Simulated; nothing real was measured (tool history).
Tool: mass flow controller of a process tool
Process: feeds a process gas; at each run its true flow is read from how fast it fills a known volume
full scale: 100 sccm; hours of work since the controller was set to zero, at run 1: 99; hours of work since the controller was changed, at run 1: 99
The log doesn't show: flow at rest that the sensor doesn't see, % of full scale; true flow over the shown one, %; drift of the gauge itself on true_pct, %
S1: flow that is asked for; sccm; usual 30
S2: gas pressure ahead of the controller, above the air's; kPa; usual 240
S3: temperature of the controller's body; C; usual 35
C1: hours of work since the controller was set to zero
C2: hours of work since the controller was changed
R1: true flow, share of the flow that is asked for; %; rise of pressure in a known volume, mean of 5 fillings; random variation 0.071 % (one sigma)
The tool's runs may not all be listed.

{"run": 1, "day": 0.0, "S1": 30, "S2": 240, "S3": 35, "C1": 99, "C2": 99, "R1": 99.82}
{"run": 2, "day": 4.196, "S1": 12, "S2": 240, "S3": 35, "C1": 132, "C2": 132, "R1": 99.69}
{"run": 3, "day": 9.517, "S1": 30, "S2": 206, "S3": 35, "C1": 174, "C2": 174, "R1": 100.06}
{"run": 4, "day": 12.946, "S1": 30, "S2": 240, "S3": 35, "C1": 202, "C2": 202, "R1": 99.87}
{"run": 5, "day": 17.888, "S1": 30, "S2": 240, "S3": 35, "C1": 241, "C2": 241, "R1": 99.95}
{"run": 6, "day": 22.892, "S1": 30, "S2": 240, "S3": 35, "C1": 280, "C2": 280, "R1": 100.18}
{"run": 7, "day": 27.083, "S1": 30, "S2": 240, "S3": 35, "C1": 314, "C2": 314, "R1": 100.3}
{"run": 8, "day": 29.646, "S1": 30, "S2": 240, "S3": 35, "C1": 334, "C2": 334, "R1": 100.25}
{"run": 9, "day": 32.271, "S1": 30, "S2": 240, "S3": 35, "C1": 355, "C2": 355, "R1": 100.38}
{"run": 10, "day": 36.908, "S1": 29, "S2": 240, "S3": 35, "C1": 392, "C2": 392, "R1": 100.31}
{"run": 11, "day": 39.612, "S1": 29, "S2": 240, "S3": 35, "C1": 413, "C2": 413, "R1": 100.37}
{"run": 12, "day": 42.05, "S1": 12, "S2": 240, "S3": 35, "C1": 433, "C2": 433, "R1": 100.28}
{"run": 13, "day": 45.15, "S1": 30, "S2": 240, "S3": 33, "C1": 457, "C2": 457, "R1": 100.35}
{"run": 14, "day": 48.25, "S1": 30, "S2": 240, "S3": 33, "C1": 482, "C2": 482, "R1": 100.34}
{"run": 15, "day": 52.488, "S1": 30, "S2": 240, "S3": 35, "C1": 515, "C2": 515, "R1": 100.73}
{"run": 16, "day": 57.262, "S1": 18, "S2": 240, "S3": 35, "C1": 553, "C2": 553, "R1": 100.66}
{"run": 17, "day": 61.208, "S1": 30, "S2": 240, "S3": 35, "C1": 585, "C2": 585, "R1": 100.73}
{"run": 18, "day": 65.925, "S1": 30, "S2": 240, "S3": 35, "C1": 622, "C2": 622, "R1": 100.8}
{"run": 19, "day": 71.079, "S1": 30, "S2": 189, "S3": 35, "C1": 663, "C2": 663, "R1": 101.12}
{"run": 20, "day": 74.583, "S1": 30, "S2": 189, "S3": 35, "C1": 691, "C2": 691, "R1": 101.17}
{"run": 21, "day": 77.021, "S1": 30, "S2": 178, "S3": 35, "C1": 710, "C2": 710, "R1": 101.28}
{"run": 22, "day": 80.046, "S1": 65, "S2": 240, "S3": 35, "C1": 734, "C2": 734, "R1": 101.38}
{"run": 23, "day": 83.075, "S1": 65, "S2": 240, "S3": 35, "C1": 758, "C2": 758, "R1": 101.45}
{"run": 24, "day": 85.471, "S1": 65, "S2": 240, "S3": 35, "C1": 777, "C2": 777, "R1": 101.54}
{"run": 25, "day": 90.792, "S1": 11, "S2": 240, "S3": 35, "C1": 819, "C2": 819, "R1": 100.93}
{"run": 26, "day": 94.729, "S1": 18, "S2": 172, "S3": 32, "C1": 851, "C2": 851, "R1": 101.38}
{"run": 27, "day": 98.829, "S1": 24, "S2": 174, "S3": 39, "C1": 883, "C2": 883, "R1": 101.87}
{"run": 28, "day": 102.075, "S1": 75, "S2": 184, "S3": 26, "C1": 909, "C2": 909, "R1": 101.47}
{"run": 29, "day": 106.792, "S1": 38, "S2": 160, "S3": 26, "C1": 946, "C2": 946, "R1": 101.08}
{"run": 30, "day": 110.0, "S1": 38, "S2": 161, "S3": 33, "C1": 972, "C2": 972, "R1": 101.68}
{"day": 111.975, "done": "gauge calibrated"}
{"run": 31, "day": 114.621, "S1": 45, "S2": 185, "S3": 27, "C1": 1008, "C2": 1008, "R1": 99.74}
{"run": 32, "day": 117.088, "S1": 22, "S2": 194, "S3": 26, "C1": 1028, "C2": 1028, "R1": 99.26}
{"run": 33, "day": 121.821, "S1": 22, "S2": 194, "S3": 26, "C1": 1065, "C2": 1065, "R1": 99.37}
{"run": 34, "day": 127.108, "S1": 22, "S2": 194, "S3": 26, "C1": 1107, "C2": 1107, "R1": 99.5}
{"run": 35, "day": 132.317, "S1": 30, "S2": 241, "S3": 35, "C1": 1149, "C2": 1149, "R1": 100.05}
{"run": 36, "day": 136.312, "S1": 30, "S2": 241, "S3": 35, "C1": 1180, "C2": 1180, "R1": 100.11}
{"run": 37, "day": 140.958, "S1": 28, "S2": 207, "S3": 32, "C1": 1217, "C2": 1217, "R1": 100.16}
{"run": 38, "day": 144.583, "S1": 92, "S2": 171, "S3": 31, "C1": 1246, "C2": 1246, "R1": 100.96}
{"run": 39, "day": 149.762, "S1": 92, "S2": 171, "S3": 31, "C1": 1287, "C2": 1287, "R1": 101.13}
{"run": 40, "day": 152.721, "S1": 36, "S2": 240, "S3": 25, "C1": 1311, "C2": 1311, "R1": 99.8}
{"run": 41, "day": 156.554, "S1": 13, "S2": 147, "S3": 28, "C1": 1341, "C2": 1341, "R1": 100.2}
{"run": 42, "day": 161.825, "S1": 40, "S2": 229, "S3": 22, "C1": 1383, "C2": 1383, "R1": 99.8}
{"run": 43, "day": 164.083, "S1": 40, "S2": 229, "S3": 22, "C1": 1401, "C2": 1401, "R1": 99.67}
{"run": 44, "day": 167.179, "S1": 40, "S2": 229, "S3": 22, "C1": 1425, "C2": 1425, "R1": 99.86}
{"run": 45, "day": 170.746, "S1": 13, "S2": 239, "S3": 21, "C1": 1454, "C2": 1454, "R1": 99.42}
{"run": 46, "day": 173.646, "S1": 13, "S2": 239, "S3": 21, "C1": 1477, "C2": 1477, "R1": 99.5}
{"run": 47, "day": 176.304, "S1": 13, "S2": 212, "S3": 21, "C1": 1498, "C2": 1498, "R1": 99.63}
{"run": 48, "day": 179.775, "S1": 30, "S2": 192, "S3": 35, "C1": 1525, "C2": 1525, "R1": 100.9}

How the hidden state differs across the entries between the runs, from the last listed run before each to the first after it:
Between runs 30 and 31: gauge calibrated (day 111.975)
  drift of the gauge itself on true_pct, %: 1.71 -> 0.04
  measured less the result without the state, R1: +1.71 -> +0.03 %
